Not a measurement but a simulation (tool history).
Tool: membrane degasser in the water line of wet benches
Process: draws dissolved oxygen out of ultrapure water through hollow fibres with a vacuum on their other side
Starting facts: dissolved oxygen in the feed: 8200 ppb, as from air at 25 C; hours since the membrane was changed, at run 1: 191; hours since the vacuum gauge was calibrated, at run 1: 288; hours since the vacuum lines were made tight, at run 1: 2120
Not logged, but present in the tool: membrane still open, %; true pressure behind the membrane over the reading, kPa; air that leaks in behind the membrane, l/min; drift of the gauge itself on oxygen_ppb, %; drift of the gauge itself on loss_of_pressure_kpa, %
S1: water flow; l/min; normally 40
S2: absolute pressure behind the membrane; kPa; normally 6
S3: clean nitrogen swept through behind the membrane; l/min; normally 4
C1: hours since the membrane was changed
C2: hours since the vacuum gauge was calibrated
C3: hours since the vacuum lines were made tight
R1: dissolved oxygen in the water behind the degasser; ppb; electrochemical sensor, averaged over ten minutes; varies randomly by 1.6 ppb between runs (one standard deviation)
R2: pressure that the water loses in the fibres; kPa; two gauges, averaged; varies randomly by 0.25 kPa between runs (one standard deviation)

run	day	S1	S2	S3	C1	C2	C3	R1	R2
1	0	40	6	4	191	288	2120	160.8	67.54
2	1.612	40	6	4	229	327	2159	160.1	67.44
3	3.338	40	6	4	271	368	2200	158	67.99
4	5.833	40	6	2.11	331	428	2260	209.1	67.74
5	7	40	6	2.11	359	456	2288	214.4	67.64
6	9.796	40	6.49	4	426	523	2355	170.5	67.71
7	12.675	40	6.49	4	495	592	2424	173.1	67.68
8	15.367	40	6.49	4	559	657	2489	167.9	67.57
9	17.325	40	6.49	4	606	704	2536	169.6	67.84
10	20.208	40	6.49	4	676	773	2605	172.1	66.99
11	22.429	40	6.49	4	729	826	2659	172.2	67.38
12	24.679	40	6.49	4	783	880	2713	170.5	67.63
13	26.275	40	6.49	4	821	919	2751	172.2	67.5
14	27.867	40	6	4	859	957	2789	159.3	67.8
15	29.738	56	6	4	904	1002	2834	385.5	94.43
16	32.129	40	6	4	962	1059	2891	159.3	67.27
17	34.7	32	14.45	6.81	1023	1121	2953	162.3	54.13
18	36.708	26	11.98	7.72	1072	1169	3001	84.3	43.8
19	38.925	26	11.98	7.72	1125	1222	3054	84.6	44.22
20	40.525	30	13.24	1.61	1163	1261	3093	429.2	50.56
21	43.4	40	5.21	4.12	1232	1330	3162	140.1	67.36
22	45.038	38	5.03	4.12	1272	1369	3201	117.8	64.32
23	47.908	38	5.03	4.12	1340	1438	3270	118.6	64.16
24	50.379	40	4.12	4	1400	1497	3329	116.2	67.42
25	52.871	40	4.12	4	1460	1557	3389	115.9	67.96
26	54.971	40	4.12	4.37	1510	1607	3440	115.2	67.88
27	57.104	40	4.12	4.37	1561	1658	3491	117.5	67.38
28	59.725	40	4.95	7.02	1624	1721	3554	119.5	67.67
29	60.925	40	4.95	7.02	1653	1750	3582	120.8	67.79
30	62.308	27	6.03	2.45	1686	1783	3616	86.9	45.71
31	65.058	25	4.59	5.38	1752	1849	3682	25.6	42.16
32	67.288	25	13.03	3.05	1806	1903	3735	197.4	42.14

Each row is a separate what-if for the run after 32, all from the same tool condition, not one after another. Results?
A	68.604	38	14.27	11.24	1837	1935	3767	?	?
B	68.604	40	4.09	4	1837	1935	3767	?	?
C	68.604	25	6	7.47	1837	1935	3767	?	?

run	R1	R2
A	165.9	64.07
B	115.6	67.69
C	32.7	42.47
Stripped of hidden state, with their random variation kept, the same runs would have yielded:
run	R1	R2
A	165.7	64.05
B	115.3	67.67
C	32.7	42.45
